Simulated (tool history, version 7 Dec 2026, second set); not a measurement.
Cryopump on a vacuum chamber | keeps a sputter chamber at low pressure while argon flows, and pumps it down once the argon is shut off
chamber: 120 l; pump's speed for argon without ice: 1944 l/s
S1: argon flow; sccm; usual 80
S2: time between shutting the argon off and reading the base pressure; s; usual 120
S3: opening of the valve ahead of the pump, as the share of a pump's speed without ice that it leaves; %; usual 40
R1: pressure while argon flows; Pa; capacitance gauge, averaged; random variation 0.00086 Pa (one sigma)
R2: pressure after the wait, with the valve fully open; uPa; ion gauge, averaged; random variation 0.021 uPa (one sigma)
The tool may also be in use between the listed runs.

run 1 hour=0 | S1=80 S2=120 S3=40 | R1=0.1807 R2=0.7
run 2 hour=22.5 | S1=80 S2=120 S3=40 | R1=0.1817 R2=0.69
run 3 hour=36.2 | S1=80 S2=120 S3=40 | R1=0.1807 R2=0.74
run 4 hour=52.5 | S1=33 S2=120 S3=40 | R1=0.0752 R2=0.73
run 5 hour=63.2 | S1=33 S2=120 S3=40 | R1=0.0744 R2=0.75
run 6 hour=83.4 | S1=33 S2=120 S3=40 | R1=0.0751 R2=0.74
run 7 hour=107.1 | S1=80 S2=120 S3=15 | R1=0.4718 R2=0.73
run 8 hour=126.1 | S1=80 S2=120 S3=15 | R1=0.4731 R2=0.77
run 9 hour=146.6 | S1=80 S2=120 S3=15 | R1=0.4714 R2=0.75
run 10 hour=159.5 | S1=80 S2=120 S3=40 | R1=0.182 R2=0.74
run 11 hour=177.7 | S1=80 S2=257 S3=40 | R1=0.1827 R2=0.61
run 12 hour=192.2 | S1=80 S2=120 S3=18 | R1=0.3935 R2=0.76
run 13 hour=213.4 | S1=80 S2=120 S3=18 | R1=0.3968 R2=0.75
run 14 hour=229.5 | S1=80 S2=120 S3=18 | R1=0.3952 R2=0.74
run 15 hour=251.9 | S1=80 S2=120 S3=18 | R1=0.3949 R2=0.76
run 16 hour=274.4 | S1=80 S2=120 S3=18 | R1=0.3975 R2=0.76
run 17 hour=299.6 | S1=80 S2=120 S3=18 | R1=0.3999 R2=0.77
run 18 hour=319.9 | S1=80 S2=120 S3=18 | R1=0.3985 R2=0.76
run 19 hour=342.9 | S1=80 S2=120 S3=18 | R1=0.3998 R2=0.77
run 20 hour=368.5 | S1=34 S2=117 S3=33 | R1=0.0945 R2=0.84
run 21 hour=382.4 | S1=130 S2=266 S3=40 | R1=0.3046 R2=0.61
run 22 hour=400.2 | S1=130 S2=266 S3=40 | R1=0.308 R2=0.66
run 23 hour=421.3 | S1=130 S2=266 S3=40 | R1=0.3062 R2=0.66
run 24 hour=439 | S1=72 S2=30 S3=40 | R1=0.1682 R2=1.36
run 25 hour=452.1 | S1=107 S2=93 S3=41 | R1=0.247 R2=0.85
run 26 hour=468.2 | S1=107 S2=93 S3=41 | R1=0.2444 R2=0.92
run 27 hour=483.4 | S1=48 S2=52 S3=51 | R1=0.0894 R2=1.09
run 28 hour=503.6 | S1=48 S2=52 S3=51 | R1=0.092 R2=1.13
run 29 hour=524.4 | S1=56 S2=212 S3=30 | R1=0.1735 R2=0.73
run 30 hour=543.1 | S1=56 S2=212 S3=30 | R1=0.1741 R2=0.69
run 31 hour=554.7 | S1=40 S2=109 S3=38 | R1=0.0993 R2=0.87
run 32 hour=569.5 | S1=37 S2=50 S3=40 | R1=0.0879 R2=1.12
run 33 hour=594.2 | S1=80 S2=120 S3=33 | R1=0.2281 R2=0.81

4 ways to go on from here, each from the tool as it stands after run 33. What would each give?
run A hour=606.4 | S1=56 S2=58 S3=21 | R1=? R2=?
run B hour=606.4 | S1=134 S2=120 S3=33 | R1=? R2=?
run C hour=606.4 | S1=37 S2=148 S3=40 | R1=? R2=?
run D hour=606.4 | S1=47 S2=46 S3=22 | R1=? R2=?

run=A R1=0.2446 R2=1.09
run=B R1=0.3811 R2=0.86
run=C R1=0.088 R2=0.82
run=D R1=0.1942 R2=1.15
Without the tool's hidden state the same runs would have given:
run=A R1=0.2327 R2=0.61
run=B R1=0.3527 R2=0.4
run=C R1=0.0802 R2=0.34
run=D R1=0.1843 R2=0.68
